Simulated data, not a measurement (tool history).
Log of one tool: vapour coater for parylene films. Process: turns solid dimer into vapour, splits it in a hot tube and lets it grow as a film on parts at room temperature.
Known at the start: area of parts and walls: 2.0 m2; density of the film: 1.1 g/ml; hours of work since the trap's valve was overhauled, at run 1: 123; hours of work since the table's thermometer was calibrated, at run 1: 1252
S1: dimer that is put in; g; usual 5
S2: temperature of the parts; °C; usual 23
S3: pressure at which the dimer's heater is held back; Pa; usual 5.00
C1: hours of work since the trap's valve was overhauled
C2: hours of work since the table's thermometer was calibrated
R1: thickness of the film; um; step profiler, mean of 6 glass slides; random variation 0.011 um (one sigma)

run    hour  S1  S2    S3   C1    C2    R1
  1     0.0   5  23  5.00  123  1252  1.81
  2    35.6   5  23  5.00  139  1269  1.79
  3    78.7   5  23  5.00  160  1289  1.78
  4   150.8   5  23  5.00  193  1322  1.78
  5   219.8   5  17  5.00  225  1354  2.22
  6   273.0   5  17  5.00  250  1379  2.22
  7   333.2   5  17  5.00  278  1407  2.22
  8   403.7   5  17  5.00  311  1440  2.19
  9   439.0   5  23  5.00  327  1457  1.83
      488.6  -- table's thermometer calibrated
 10   494.1   4  23  5.00  353     3  1.45
      527.1  -- trap's valve overhauled
 11   559.3   4  23  5.00   15    31  1.45
 12   633.7   4  23  5.00   50    66  1.44
 13   699.8   4  23  5.00   80    96  1.44
 14   770.2   4  23  5.00  113   129  1.44
 15   821.2   4  23  5.00  137   153  1.45
 16   861.3   4  23  5.00  156   172  1.45
 17   914.2   5  23  5.00  180   196  1.81
 18   979.7   5  23  5.00  211   227  1.80
 19  1012.6   5  23  5.00  226   242  1.81
 20  1043.2   5  23  5.00  240   256  1.79
 21  1112.5   5  23  5.00  273   289  1.80
 22  1149.8   4  23  5.00  290   306  1.44
 23  1205.7   4  23  5.00  316   332  1.45
 24  1248.5   4  23  5.00  336   352  1.43
     1314.5  -- trap's valve overhauled
 25  1318.1   5  32  9.16    2   383  1.14
 26  1388.7   5  20  2.68   35   415  2.17
 27  1459.3   6  18  3.25   67   448  2.66
 28  1489.9   5  29  5.00   82   463  1.38
 29  1524.7   4  32  7.70   98   479  0.93
 30  1572.8   5  24  6.29  120   501  1.70
 31  1603.7   5  34  3.53  135   516  1.10
 32  1634.6   4  16  4.96  149   530  1.78
 33  1688.5   6  20  5.00  174   555  2.50
 34  1728.7   6  26  5.00  193   574  1.89
 35  1762.3   4  33  2.83  209   589  0.94
 36  1826.1   3  20  5.72  238   619  1.23
 37  1862.5   3  20  5.72  255   636  1.23
 38  1936.1   4  23  4.63  290   670  1.46
 39  1973.6   4  23  4.63  307   688  1.44
 40  2021.7   3  23  6.77  329   710  1.07
 41  2065.2   3  16  7.69  350   731  1.35
     2103.2  -- trap's valve overhauled
 42  2126.2   3  23  5.00   11   757  1.09
 43  2189.6   3  23  5.00   40   787  1.09
 44  2261.6   5  23  2.49   74   820  1.90
 45  2320.1   5  23  2.49  101   847  1.89
 46  2384.8   3  23  2.49  131   878  1.14
 47  2430.1   3  23  2.49  152   899  1.12
 48  2476.0   5  22  6.18  174   920  1.86

How the hidden state differs across the entries between the runs, from the last listed run before each to the first after it:
Between runs 9 and 10: table's thermometer calibrated (hour 488.6)
  true temperature of the parts over the reading, C: 0.02 -> 0
Between runs 10 and 11: trap's valve overhauled (hour 527.1)
  vapour lost through the trap's worn valve, %: 0.1 -> 0
Between runs 24 and 25: trap's valve overhauled (hour 1314.5)
  vapour lost through the trap's worn valve, %: 0.1 -> 0
Between runs 41 and 42: trap's valve overhauled (hour 2103.2)
  vapour lost through the trap's worn valve, %: 0.1 -> 0
